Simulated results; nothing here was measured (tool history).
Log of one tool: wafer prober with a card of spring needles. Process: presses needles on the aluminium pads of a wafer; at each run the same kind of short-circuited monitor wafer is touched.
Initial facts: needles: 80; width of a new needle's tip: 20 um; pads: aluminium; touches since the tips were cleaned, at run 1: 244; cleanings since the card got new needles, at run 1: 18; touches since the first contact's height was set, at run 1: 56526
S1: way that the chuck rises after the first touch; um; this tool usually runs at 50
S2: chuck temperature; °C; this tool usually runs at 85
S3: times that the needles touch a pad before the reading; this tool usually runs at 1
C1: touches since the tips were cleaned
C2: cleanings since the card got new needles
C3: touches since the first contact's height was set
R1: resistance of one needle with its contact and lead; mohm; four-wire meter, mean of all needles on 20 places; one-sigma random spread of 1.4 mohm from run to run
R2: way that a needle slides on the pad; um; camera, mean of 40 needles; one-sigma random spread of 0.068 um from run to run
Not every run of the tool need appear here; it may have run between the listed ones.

Run 1, hour 0: usual settings; C1 244; C2 18; C3 56526. Result: R1 152 mohm, R2 7.66 um.
Run 2, hour 9.6: usual settings; C1 2828; C2 18; C3 59110. Result: R1 256 mohm, R2 7.72 um.
At hour 10.3: tips cleaned on abrasive film.
Run 3, hour 18.3: usual settings but S2 117 °C; C1 2161; C2 19; C3 61455. Result: R1 236 mohm, R2 7.77 um.
At hour 21.5: tips cleaned on abrasive film.
Run 4, hour 28.7: usual settings but S2 117 °C; C1 1967; C2 20; C3 64238. Result: R1 224 mohm, R2 7.67 um.
At hour 33.1: tips cleaned on abrasive film.
Run 5, hour 34.1: usual settings but S1 63 um, S2 117 °C; C1 280; C2 21; C3 65661. Result: R1 138 mohm, R2 9.84 um.
Run 6, hour 42.2: usual settings but S3 2; C1 2457; C2 21; C3 67838. Result: R1 199 mohm, R2 7.85 um.
At hour 44: tips cleaned on abrasive film.
Run 7, hour 47.9: usual settings but S3 2; C1 1043; C2 22; C3 69363. Result: R1 167 mohm, R2 7.94 um.
Run 8, hour 54.8: usual settings but S2 29 °C; C1 2900; C2 22; C3 71220. Result: R1 266 mohm, R2 7.8 um.
At hour 55.4: tips cleaned on abrasive film.
Run 9, hour 63.3: usual settings but S2 29 °C; C1 2150; C2 23; C3 73503. Result: R1 248 mohm, R2 7.74 um.
At hour 66.3: tips cleaned on abrasive film.
Run 10, hour 68.3: usual settings but S2 29 °C; C1 523; C2 24; C3 74810. Result: R1 160 mohm, R2 7.65 um.
Run 11, hour 74.9: usual settings but S2 29 °C; C1 2315; C2 24; C3 76602. Result: R1 248 mohm, R2 7.76 um.
At hour 77.9: tips cleaned on abrasive film.
Run 12, hour 80.1: usual settings but S2 29 °C; C1 601; C2 25; C3 77995. Result: R1 159 mohm, R2 7.76 um.
Run 13, hour 88.4: usual settings but S3 2; C1 2830; C2 25; C3 80224. Result: R1 201 mohm, R2 7.75 um.
At hour 89.3: tips cleaned on abrasive film.
Run 14, hour 96.9: usual settings but S3 2; C1 2065; C2 26; C3 82506. Result: R1 191 mohm, R2 7.69 um.
At hour 100.7: tips cleaned on abrasive film.
Run 15, hour 105.8: usual settings but S3 2; C1 1363; C2 27; C3 84871. Result: R1 174 mohm, R2 7.69 um.
At hour 111.8: tips cleaned on abrasive film.
Run 16, hour 111.8: usual settings; C1 0; C2 28; C3 86471. Result: R1 137 mohm, R2 7.83 um.
Run 17, hour 117.3: usual settings; C1 1498; C2 28; C3 87969. Result: R1 216 mohm, R2 7.64 um.
At hour 123.1: tips cleaned on abrasive film.
Run 18, hour 125.8: usual settings but S2 102 °C; C1 743; C2 29; C3 90229. Result: R1 183 mohm, R2 7.71 um.
At hour 134.2: tips cleaned on abrasive film.
Run 19, hour 136.9: usual settings but S2 89 °C, S3 3; C1 729; C2 30; C3 93191. Result: R1 142 mohm, R2 7.64 um.
At hour 145.5: tips cleaned on abrasive film.
Run 20, hour 148.2: usual settings but S1 45 um, S2 30 °C, S3 2; C1 736; C2 31; C3 96232. Result: R1 162 mohm, R2 7.01 um.
Run 21, hour 154.7: usual settings but S1 45 um, S2 30 °C, S3 2; C1 2498; C2 31; C3 97994. Result: R1 220 mohm, R2 6.9 um.
At hour 156.9: tips cleaned on abrasive film.
Run 22, hour 166.3: usual settings but S1 45 um, S2 30 °C, S3 2; C1 2538; C2 32; C3 101092. Result: R1 220 mohm, R2 6.82 um.
At hour 168.3: tips cleaned on abrasive film.
Run 23, hour 171.4: usual settings but S1 49 um, S2 30 °C, S3 2; C1 852; C2 33; C3 102452. Result: R1 158 mohm, R2 7.44 um.
At hour 179.2: tips cleaned on abrasive film.
Run 24, hour 180: usual settings but S2 104 °C, S3 2; C1 195; C2 34; C3 104727. Result: R1 142 mohm, R2 7.59 um.
At hour 190.6: tips cleaned on abrasive film.
Run 25, hour 190.9: usual settings; C1 74; C2 35; C3 107658. Result: R1 140 mohm, R2 7.72 um.
Run 26, hour 200.1: usual settings but S2 80 °C; C1 2560; C2 35; C3 110144. Result: R1 262 mohm, R2 7.67 um.
At hour 201.8: tips cleaned on abrasive film.
Run 27, hour 211.5: usual settings but S1 53 um, S2 64 °C; C1 2635; C2 36; C3 113212. Result: R1 244 mohm, R2 8.23 um.

Predict the results of run 28:
At hour 213.1: tips cleaned on abrasive film.
Run 28, hour 216.6: usual settings but S1 56 um, S2 100 °C; C1 931; C2 37; C3 114547. Result: R1 ?, R2 ?.

{"run 28": {"R1": 178, "R2": 8.47}}
Were there no unlogged condition in the tool, this run, its random variation unchanged, would have produced R1 125 mohm, R2 8.8 um.
